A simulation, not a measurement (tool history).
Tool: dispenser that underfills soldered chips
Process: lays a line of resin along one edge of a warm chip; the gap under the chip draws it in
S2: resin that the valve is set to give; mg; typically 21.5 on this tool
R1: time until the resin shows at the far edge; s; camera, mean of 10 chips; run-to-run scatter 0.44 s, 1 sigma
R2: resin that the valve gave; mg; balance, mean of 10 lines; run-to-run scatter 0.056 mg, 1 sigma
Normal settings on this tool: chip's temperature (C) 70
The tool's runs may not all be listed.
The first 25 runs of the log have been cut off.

{"run": 26, "hour": 178.2, "chip's temperature (C)": 64, "S2": 22.3, "R1": 68.3, "R2": 22.12}
{"hour": 179.3, "done": "new syringe of resin"}
{"run": 27, "hour": 187.5, "chip's temperature (C)": 80, "S2": 24.6, "R1": 28.6, "R2": 24.27}
{"run": 28, "hour": 193.4, "chip's temperature (C)": 65, "S2": 21.5, "R1": 66.8, "R2": 21.12}
{"hour": 194.4, "done": "new syringe of resin"}
{"run": 29, "hour": 198.4, "chip's temperature (C)": 65, "S2": 21.5, "R1": 48.6, "R2": 21.13}
{"run": 30, "hour": 206.4, "chip's temperature (C)": 59, "S2": 19.6, "R1": 83.7, "R2": 19.16}
{"hour": 209.8, "done": "new syringe of resin"}
{"run": 31, "hour": 215.6, "chip's temperature (C)": 59, "S2": 19.6, "R1": 67.7, "R2": 19.1}
{"run": 32, "hour": 223.4, "chip's temperature (C)": 77, "S2": 24.6, "R1": 38.7, "R2": 23.75}
{"hour": 224.6, "done": "new syringe of resin"}
{"hour": 231.6, "done": "dispensing valve cleaned and set on the balance"}
{"run": 33, "hour": 234.0, "chip's temperature (C)": 68, "S2": 18.6, "R1": 49.9, "R2": 18.61}
{"hour": 240.5, "done": "new syringe of resin"}
{"run": 34, "hour": 242.3, "chip's temperature (C)": 57, "S2": 21.5, "R1": 62.9, "R2": 21.49}

Alternative continuations, all from the tool just after run 34; predict every row:
{"run": "A", "hour": 248.4, "chip's temperature (C)": 70, "S2": 22.5, "R1": "?", "R2": "?"}
{"run": "B", "hour": 248.4, "chip's temperature (C)": 57, "S2": 24.5, "R1": "?", "R2": "?"}
{"run": "C", "hour": 248.4, "chip's temperature (C)": 79, "S2": 26.9, "R1": "?", "R2": "?"}
{"run": "D", "hour": 248.4, "chip's temperature (C)": 70, "S2": 22.9, "R1": "?", "R2": "?"}
{"run": "E", "hour": 248.4, "chip's temperature (C)": 70, "S2": 24.8, "R1": "?", "R2": "?"}

run=A R1=43.7 R2=22.38
run=B R1=75.4 R2=24.34
run=C R1=30.2 R2=26.69
run=D R1=43.7 R2=22.76
run=E R1=43.7 R2=24.60
With the hidden condition removed and each run's random variation left untouched, the same runs would have given:
run=A R1=32.4 R2=22.54
run=B R1=55.5 R2=24.52
run=C R1=22.4 R2=26.89
run=D R1=32.4 R2=22.93
run=E R1=32.5 R2=24.78

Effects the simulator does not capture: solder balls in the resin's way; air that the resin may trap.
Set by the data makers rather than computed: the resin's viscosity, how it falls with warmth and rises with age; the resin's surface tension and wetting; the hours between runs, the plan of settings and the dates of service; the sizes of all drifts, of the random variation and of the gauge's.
